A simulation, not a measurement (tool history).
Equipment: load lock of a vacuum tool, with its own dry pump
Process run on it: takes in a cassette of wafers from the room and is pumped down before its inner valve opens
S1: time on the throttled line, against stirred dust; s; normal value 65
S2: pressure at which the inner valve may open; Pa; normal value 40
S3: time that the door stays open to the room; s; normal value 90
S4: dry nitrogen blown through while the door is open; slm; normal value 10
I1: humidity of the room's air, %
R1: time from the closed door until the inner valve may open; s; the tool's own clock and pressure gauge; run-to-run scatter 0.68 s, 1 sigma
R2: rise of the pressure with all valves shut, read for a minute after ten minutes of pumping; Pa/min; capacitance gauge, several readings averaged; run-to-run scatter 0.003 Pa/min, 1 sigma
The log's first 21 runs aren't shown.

{"run": 22, "hour": 2089.4, "S1": 57, "S2": 73, "S3": 90, "S4": 7, "I1": 47.6, "R1": 117.8, "R2": 0.065}
{"run": 23, "hour": 2221.9, "S1": 65, "S2": 40, "S3": 90, "S4": 4, "I1": 40.8, "R1": 129.7, "R2": 0.074}
{"run": 24, "hour": 2318.4, "S1": 65, "S2": 40, "S3": 90, "S4": 4, "I1": 46.3, "R1": 130.5, "R2": 0.079}
{"run": 25, "hour": 2408.4, "S1": 88, "S2": 40, "S3": 90, "S4": 10, "I1": 44.9, "R1": 147.2, "R2": 0.061}
{"run": 26, "hour": 2486.7, "S1": 88, "S2": 40, "S3": 90, "S4": 10, "I1": 45.1, "R1": 148.2, "R2": 0.072}
{"run": 27, "hour": 2590.6, "S1": 70, "S2": 40, "S3": 33, "S4": 17, "I1": 44.5, "R1": 133.9, "R2": 0.056}
{"run": 28, "hour": 2735.5, "S1": 70, "S2": 40, "S3": 33, "S4": 17, "I1": 46.9, "R1": 133.8, "R2": 0.056}
{"run": 29, "hour": 2845.9, "S1": 70, "S2": 40, "S3": 33, "S4": 17, "I1": 43.8, "R1": 134.0, "R2": 0.056}
{"run": 30, "hour": 2920.2, "S1": 55, "S2": 67, "S3": 146, "S4": 23, "I1": 44.9, "R1": 116.6, "R2": 0.06}
{"run": 31, "hour": 3000.3, "S1": 70, "S2": 62, "S3": 90, "S4": 6, "I1": 44.8, "R1": 130.4, "R2": 0.081}
{"run": 32, "hour": 3062.6, "S1": 65, "S2": 59, "S3": 90, "S4": 14, "I1": 48.9, "R1": 126.2, "R2": 0.068}
{"run": 33, "hour": 3146.6, "S1": 65, "S2": 60, "S3": 90, "S4": 14, "I1": 43.5, "R1": 124.8, "R2": 0.067}
{"run": 34, "hour": 3221.6, "S1": 65, "S2": 63, "S3": 90, "S4": 14, "I1": 44.0, "R1": 126.9, "R2": 0.071}
{"run": 35, "hour": 3363.5, "S1": 65, "S2": 63, "S3": 90, "S4": 14, "I1": 41.9, "R1": 126.4, "R2": 0.069}
{"run": 36, "hour": 3443.3, "S1": 65, "S2": 63, "S3": 90, "S4": 14, "I1": 46.6, "R1": 124.7, "R2": 0.068}
{"run": 37, "hour": 3512.2, "S1": 65, "S2": 77, "S3": 234, "S4": 5, "I1": 44.9, "R1": 124.1, "R2": 0.092}

Alternative continuations, all from the tool just after run 37; predict every row:
{"run": "A", "hour": 3599.3, "S1": 65, "S2": 40, "S3": 90, "S4": 43, "I1": 49.5, "R1": "?", "R2": "?"}
{"run": "B", "hour": 3599.3, "S1": 81, "S2": 40, "S3": 83, "S4": 37, "I1": 43.6, "R1": "?", "R2": "?"}
{"run": "C", "hour": 3599.3, "S1": 40, "S2": 40, "S3": 125, "S4": 16, "I1": 43.2, "R1": "?", "R2": "?"}

run=A R1=131.6 R2=0.065
run=B R1=143.4 R2=0.060
run=C R1=110.6 R2=0.080
With no hidden state in the tool, these same runs would have given:
run=A R1=127.3 R2=0.025
run=B R1=139.4 R2=0.019
run=C R1=106.1 R2=0.039
